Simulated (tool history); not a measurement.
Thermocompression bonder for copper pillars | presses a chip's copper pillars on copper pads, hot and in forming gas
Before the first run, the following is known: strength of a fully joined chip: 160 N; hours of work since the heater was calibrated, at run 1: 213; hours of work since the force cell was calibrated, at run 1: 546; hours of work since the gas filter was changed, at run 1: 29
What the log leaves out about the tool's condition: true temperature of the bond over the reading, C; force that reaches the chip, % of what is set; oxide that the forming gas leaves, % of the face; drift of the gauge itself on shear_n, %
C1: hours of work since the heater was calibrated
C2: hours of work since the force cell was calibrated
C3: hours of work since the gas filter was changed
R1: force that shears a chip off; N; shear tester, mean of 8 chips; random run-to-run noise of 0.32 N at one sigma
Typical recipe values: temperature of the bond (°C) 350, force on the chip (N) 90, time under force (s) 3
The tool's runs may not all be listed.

Run 1, hour 0.0: usual settings; C1 213; C2 546; C3 29. Result: R1 63.3 N.
Run 2, hour 17.8: usual settings; C1 224; C2 557; C3 40. Result: R1 63.0 N.
Run 3, hour 35.6: usual settings; C1 235; C2 568; C3 51. Result: R1 63.5 N.
Run 4, hour 53.7: usual settings; C1 247; C2 579; C3 62. Result: R1 62.8 N.
Run 5, hour 71.9: usual settings; C1 258; C2 590; C3 73. Result: R1 63.1 N.
Run 6, hour 81.2: usual settings; C1 264; C2 596; C3 79. Result: R1 63.1 N.
Run 7, hour 98.2: usual settings; C1 274; C2 606; C3 90. Result: R1 62.3 N.
Run 8, hour 111.1: usual settings; C1 282; C2 614; C3 97. Result: R1 63.1 N.
Run 9, hour 118.6: usual settings; C1 287; C2 619; C3 102. Result: R1 62.6 N.
Run 10, hour 135.3: usual settings; C1 297; C2 629; C3 112. Result: R1 62.4 N.
Run 11, hour 150.9: usual settings but time under force (s) 7; C1 307; C2 639; C3 122. Result: R1 85.3 N.
Run 12, hour 167.5: usual settings; C1 317; C2 649; C3 132. Result: R1 62.3 N.
Run 13, hour 179.8: usual settings; C1 325; C2 657; C3 140. Result: R1 62.4 N.
Run 14, hour 196.7: usual settings; C1 335; C2 667; C3 150. Result: R1 62.2 N.
Run 15, hour 208.9: usual settings but temperature of the bond (°C) 374; C1 342; C2 675; C3 158. Result: R1 74.0 N.
Run 16, hour 216.5: usual settings but force on the chip (N) 104; C1 347; C2 680; C3 163. Result: R1 67.7 N.
Run 17, hour 233.6: usual settings; C1 358; C2 690; C3 173. Result: R1 62.5 N.
Run 18, hour 250.0: usual settings; C1 368; C2 700; C3 183. Result: R1 62.0 N.
Run 19, hour 262.6: usual settings but time under force (s) 2; C1 376; C2 708; C3 191. Result: R1 53.2 N.
Run 20, hour 270.7: usual settings but time under force (s) 2; C1 381; C2 713; C3 196. Result: R1 53.2 N.
Run 21, hour 280.9: usual settings but time under force (s) 2; C1 387; C2 719; C3 202. Result: R1 53.0 N.
Run 22, hour 298.6: usual settings but temperature of the bond (°C) 332, time under force (s) 4; C1 398; C2 730; C3 213. Result: R1 60.7 N.
Run 23, hour 314.0: usual settings but temperature of the bond (°C) 332, time under force (s) 4; C1 408; C2 740; C3 223. Result: R1 60.5 N.
Run 24, hour 327.2: usual settings but temperature of the bond (°C) 332, force on the chip (N) 71, time under force (s) 4; C1 416; C2 748; C3 231. Result: R1 51.9 N.
Run 25, hour 340.1: usual settings but temperature of the bond (°C) 325, time under force (s) 5; C1 424; C2 756; C3 239. Result: R1 62.3 N.
Run 26, hour 353.3: usual settings but temperature of the bond (°C) 325, time under force (s) 5; C1 432; C2 764; C3 247. Result: R1 62.2 N.
Run 27, hour 363.6: usual settings but temperature of the bond (°C) 325, time under force (s) 5; C1 438; C2 771; C3 254. Result: R1 61.6 N.
Run 28, hour 380.8: usual settings but temperature of the bond (°C) 366, force on the chip (N) 102, time under force (s) 2; C1 449; C2 781; C3 264. Result: R1 64.7 N.
Run 29, hour 391.7: usual settings but force on the chip (N) 109, time under force (s) 6; C1 456; C2 788; C3 271. Result: R1 87.0 N.
Run 30, hour 401.4: usual settings but temperature of the bond (°C) 366, force on the chip (N) 109, time under force (s) 2; C1 462; C2 794; C3 277. Result: R1 66.6 N.
Run 31, hour 418.5: usual settings but temperature of the bond (°C) 366, force on the chip (N) 109, time under force (s) 2; C1 472; C2 804; C3 288. Result: R1 65.9 N.
Run 32, hour 435.9: usual settings but temperature of the bond (°C) 366, force on the chip (N) 109, time under force (s) 2; C1 483; C2 815; C3 298. Result: R1 66.2 N.
Run 33, hour 445.2: usual settings but temperature of the bond (°C) 366, force on the chip (N) 108, time under force (s) 2; C1 489; C2 821; C3 304. Result: R1 66.0 N.
Run 34, hour 462.7: usual settings but temperature of the bond (°C) 338, force on the chip (N) 89; C1 499; C2 832; C3 315. Result: R1 55.4 N.
Run 35, hour 470.8: usual settings but temperature of the bond (°C) 338, force on the chip (N) 89; C1 504; C2 837; C3 320. Result: R1 55.8 N.
Run 36, hour 478.3: usual settings but temperature of the bond (°C) 338, force on the chip (N) 89; C1 509; C2 841; C3 325. Result: R1 55.2 N.
Run 37, hour 485.6: usual settings but temperature of the bond (°C) 338, force on the chip (N) 89; C1 514; C2 846; C3 329. Result: R1 55.6 N.
At hour 496.2: forming gas filter changed.
Run 38, hour 497.3: usual settings but temperature of the bond (°C) 370, force on the chip (N) 83; C1 521; C2 853; C3 1. Result: R1 71.6 N.
Run 39, hour 515.4: usual settings but temperature of the bond (°C) 379, force on the chip (N) 54; C1 532; C2 864; C3 12. Result: R1 59.3 N.
Run 40, hour 524.9: usual settings but temperature of the bond (°C) 379, force on the chip (N) 54; C1 538; C2 870; C3 18. Result: R1 58.9 N.
Run 41, hour 536.2: usual settings but temperature of the bond (°C) 353, force on the chip (N) 70, time under force (s) 9; C1 545; C2 877; C3 25. Result: R1 84.6 N.

What if the next run were any one of these 3? Each begins from the tool's condition after run 41:
Run A, hour 544.9: usual settings but temperature of the bond (°C) 342, force on the chip (N) 113, time under force (s) 4; C1 550; C2 882; C3 30. Result: R1 ?.
Run B, hour 544.9: usual settings but force on the chip (N) 77, time under force (s) 9; C1 550; C2 882; C3 30. Result: R1 ?.
Run C, hour 544.9: usual settings but temperature of the bond (°C) 336, force on the chip (N) 70, time under force (s) 4; C1 550; C2 882; C3 30. Result: R1 ?.

run    R1
  A  77.5
  B  88.2
  C  55.8
With no hidden state in the tool, these same runs would have given:
run    R1
  A  74.5
  B  85.1
  C  53.3
